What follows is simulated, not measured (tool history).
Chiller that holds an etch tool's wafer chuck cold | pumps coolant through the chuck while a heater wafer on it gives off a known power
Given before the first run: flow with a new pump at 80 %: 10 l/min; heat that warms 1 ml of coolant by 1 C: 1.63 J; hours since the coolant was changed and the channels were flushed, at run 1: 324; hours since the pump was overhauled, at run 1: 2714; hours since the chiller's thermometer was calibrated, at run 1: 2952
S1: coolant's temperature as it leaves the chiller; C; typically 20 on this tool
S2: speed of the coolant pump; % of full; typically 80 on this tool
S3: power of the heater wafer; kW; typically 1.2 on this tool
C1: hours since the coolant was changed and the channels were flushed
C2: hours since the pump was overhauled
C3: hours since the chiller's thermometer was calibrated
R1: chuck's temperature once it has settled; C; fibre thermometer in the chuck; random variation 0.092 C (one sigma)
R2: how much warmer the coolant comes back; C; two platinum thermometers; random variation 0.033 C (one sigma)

{"run": 1, "hour": 0.0, "S1": 20, "S2": 80, "S3": 1.2, "C1": 324, "C2": 2714, "C3": 2952, "R1": 28.23, "R2": 4.88}
{"run": 2, "hour": 79.1, "S1": 20, "S2": 80, "S3": 1.2, "C1": 403, "C2": 2793, "C3": 3031, "R1": 28.13, "R2": 4.88}
{"run": 3, "hour": 153.0, "S1": 20, "S2": 80, "S3": 1.448, "C1": 476, "C2": 2867, "C3": 3104, "R1": 30.17, "R2": 5.9}
{"run": 4, "hour": 212.8, "S1": 20, "S2": 80, "S3": 0.762, "C1": 536, "C2": 2927, "C3": 3164, "R1": 25.15, "R2": 3.08}
{"run": 5, "hour": 267.1, "S1": 20, "S2": 80, "S3": 0.762, "C1": 591, "C2": 2981, "C3": 3219, "R1": 25.13, "R2": 3.1}
{"run": 6, "hour": 354.3, "S1": 20, "S2": 80, "S3": 0.762, "C1": 678, "C2": 3068, "C3": 3306, "R1": 25.25, "R2": 3.1}
{"run": 7, "hour": 439.2, "S1": 20, "S2": 80, "S3": 0.676, "C1": 763, "C2": 3153, "C3": 3391, "R1": 24.42, "R2": 2.8}
{"run": 8, "hour": 488.5, "S1": 20, "S2": 80, "S3": 1.2, "C1": 812, "C2": 3202, "C3": 3440, "R1": 28.37, "R2": 5.02}
{"run": 9, "hour": 559.8, "S1": 20, "S2": 80, "S3": 1.2, "C1": 883, "C2": 3273, "C3": 3511, "R1": 28.39, "R2": 5}
{"run": 10, "hour": 635.3, "S1": 20, "S2": 80, "S3": 1.2, "C1": 959, "C2": 3349, "C3": 3587, "R1": 28.37, "R2": 4.93}
{"run": 11, "hour": 718.4, "S1": 20, "S2": 80, "S3": 1.2, "C1": 1042, "C2": 3432, "C3": 3670, "R1": 28.41, "R2": 4.99}
{"run": 12, "hour": 803.7, "S1": 20, "S2": 80, "S3": 1.2, "C1": 1127, "C2": 3517, "C3": 3755, "R1": 28.53, "R2": 5.04}
{"run": 13, "hour": 873.8, "S1": 20, "S2": 80, "S3": 1.2, "C1": 1197, "C2": 3587, "C3": 3825, "R1": 28.39, "R2": 5.08}
{"run": 14, "hour": 956.0, "S1": 10, "S2": 97, "S3": 1.051, "C1": 1279, "C2": 3670, "C3": 3907, "R1": 16.32, "R2": 3.7}
{"run": 15, "hour": 1061.2, "S1": 24, "S2": 63, "S3": 0.747, "C1": 1385, "C2": 3775, "C3": 4013, "R1": 30.16, "R2": 3.98}
{"run": 16, "hour": 1105.8, "S1": 11, "S2": 87, "S3": 1.292, "C1": 1429, "C2": 3820, "C3": 4057, "R1": 19.8, "R2": 5.02}
{"run": 17, "hour": 1193.5, "S1": 11, "S2": 87, "S3": 1.292, "C1": 1517, "C2": 3907, "C3": 4145, "R1": 19.82, "R2": 5.04}
{"run": 18, "hour": 1288.9, "S1": 11, "S2": 87, "S3": 1.292, "C1": 1612, "C2": 4003, "C3": 4240, "R1": 19.76, "R2": 5.06}
{"run": 19, "hour": 1388.2, "S1": 11, "S2": 87, "S3": 1.292, "C1": 1712, "C2": 4102, "C3": 4340, "R1": 19.86, "R2": 5.05}
{"run": 20, "hour": 1439.1, "S1": 21, "S2": 87, "S3": 1.292, "C1": 1763, "C2": 4153, "C3": 4391, "R1": 29.78, "R2": 5.12}
{"run": 21, "hour": 1495.4, "S1": 17, "S2": 77, "S3": 1.356, "C1": 1819, "C2": 4209, "C3": 4447, "R1": 27.09, "R2": 6.03}
{"run": 22, "hour": 1582.4, "S1": 17, "S2": 77, "S3": 1.356, "C1": 1906, "C2": 4296, "C3": 4534, "R1": 27.18, "R2": 6.13}
{"hour": 1650.8, "done": "chiller's thermometer calibrated"}
{"run": 23, "hour": 1660.7, "S1": 24, "S2": 77, "S3": 1.356, "C1": 1983, "C2": 4373, "C3": 10, "R1": 34.98, "R2": 6.08}
{"run": 24, "hour": 1745.1, "S1": 24, "S2": 77, "S3": 1.356, "C1": 2068, "C2": 4458, "C3": 94, "R1": 35.05, "R2": 6.1}
{"run": 25, "hour": 1792.7, "S1": 20, "S2": 80, "S3": 0.719, "C1": 2115, "C2": 4505, "C3": 142, "R1": 25.81, "R2": 3.17}
{"run": 26, "hour": 1852.7, "S1": 20, "S2": 80, "S3": 0.719, "C1": 2175, "C2": 4565, "C3": 202, "R1": 25.75, "R2": 3.11}

Branching from run 26: 3 alternative next runs. What would each branch give?
{"run": "A", "hour": 1913.2, "S1": 20, "S2": 75, "S3": 1.2, "C1": 2236, "C2": 4626, "C3": 262, "R1": "?", "R2": "?"}
{"run": "B", "hour": 1913.2, "S1": 20, "S2": 80, "S3": 1.292, "C1": 2236, "C2": 4626, "C3": 262, "R1": "?", "R2": "?"}
{"run": "C", "hour": 1913.2, "S1": 20, "S2": 93, "S3": 0.684, "C1": 2236, "C2": 4626, "C3": 262, "R1": "?", "R2": "?"}

run=A R1=29.98 R2=5.67
run=B R1=30.35 R2=5.67
run=C R1=24.93 R2=2.51
Without the tool's unlogged condition, the same runs would have read:
run=A R1=28.54 R2=4.76
run=B R1=28.86 R2=4.76
run=C R1=24.26 R2=2.1
